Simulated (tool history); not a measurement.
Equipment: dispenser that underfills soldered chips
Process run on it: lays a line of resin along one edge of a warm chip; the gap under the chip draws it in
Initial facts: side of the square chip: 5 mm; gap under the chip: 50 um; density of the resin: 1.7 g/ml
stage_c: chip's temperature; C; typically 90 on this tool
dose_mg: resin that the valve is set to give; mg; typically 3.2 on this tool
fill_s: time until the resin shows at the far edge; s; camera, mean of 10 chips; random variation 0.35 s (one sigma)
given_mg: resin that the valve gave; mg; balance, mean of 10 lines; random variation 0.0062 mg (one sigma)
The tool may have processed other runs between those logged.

{"run": 1, "day": 0.0, "stage_c": 90, "dose_mg": 3.2, "fill_s": 17.6, "given_mg": 3.128}
{"run": 2, "day": 0.175, "stage_c": 90, "dose_mg": 3.2, "fill_s": 19.2, "given_mg": 3.101}
{"run": 3, "day": 0.288, "stage_c": 90, "dose_mg": 3.2, "fill_s": 21.1, "given_mg": 3.103}
{"run": 4, "day": 0.425, "stage_c": 90, "dose_mg": 3.24, "fill_s": 23.5, "given_mg": 3.142}
{"run": 5, "day": 0.6, "stage_c": 90, "dose_mg": 3.24, "fill_s": 27.3, "given_mg": 3.163}
{"day": 0.742, "done": "new syringe of resin"}
{"run": 6, "day": 0.746, "stage_c": 77, "dose_mg": 3.2, "fill_s": 30.9, "given_mg": 3.095}
{"run": 7, "day": 0.846, "stage_c": 104, "dose_mg": 2.77, "fill_s": 11.2, "given_mg": 2.681}
{"run": 8, "day": 0.95, "stage_c": 90, "dose_mg": 3.3, "fill_s": 20.6, "given_mg": 3.209}
{"run": 9, "day": 1.075, "stage_c": 78, "dose_mg": 3.75, "fill_s": 37.3, "given_mg": 3.625}
{"run": 10, "day": 1.2, "stage_c": 78, "dose_mg": 3.75, "fill_s": 40.6, "given_mg": 3.625}
{"run": 11, "day": 1.292, "stage_c": 86, "dose_mg": 3.86, "fill_s": 30.7, "given_mg": 3.726}
{"run": 12, "day": 1.4, "stage_c": 76, "dose_mg": 3.94, "fill_s": 51.4, "given_mg": 3.809}

4 options for the next run, each taken on its own from the tool as it stands now. Forecast them:
{"day": 1.496, "done": "new syringe of resin"}
{"run": "A", "day": 1.517, "stage_c": 85, "dose_mg": 3.94, "fill_s": "?", "given_mg": "?"}
{"day": 1.496, "done": "new syringe of resin"}
{"run": "B", "day": 1.517, "stage_c": 75, "dose_mg": 3.2, "fill_s": "?", "given_mg": "?"}
{"day": 1.496, "done": "new syringe of resin"}
{"run": "C", "day": 1.517, "stage_c": 96, "dose_mg": 3.2, "fill_s": "?", "given_mg": "?"}
{"day": 1.496, "done": "new syringe of resin"}
{"run": "D", "day": 1.517, "stage_c": 90, "dose_mg": 2.75, "fill_s": "?", "given_mg": "?"}

run=A fill_s=22.1 given_mg=3.793
run=B fill_s=34.2 given_mg=3.094
run=C fill_s=13.8 given_mg=3.094
run=D fill_s=19.2 given_mg=2.653
What these runs would have given with no unlogged condition in the tool:
run=A fill_s=21.6 given_mg=3.928
run=B fill_s=33.4 given_mg=3.203
run=C fill_s=13.4 given_mg=3.204
run=D fill_s=18.6 given_mg=2.747
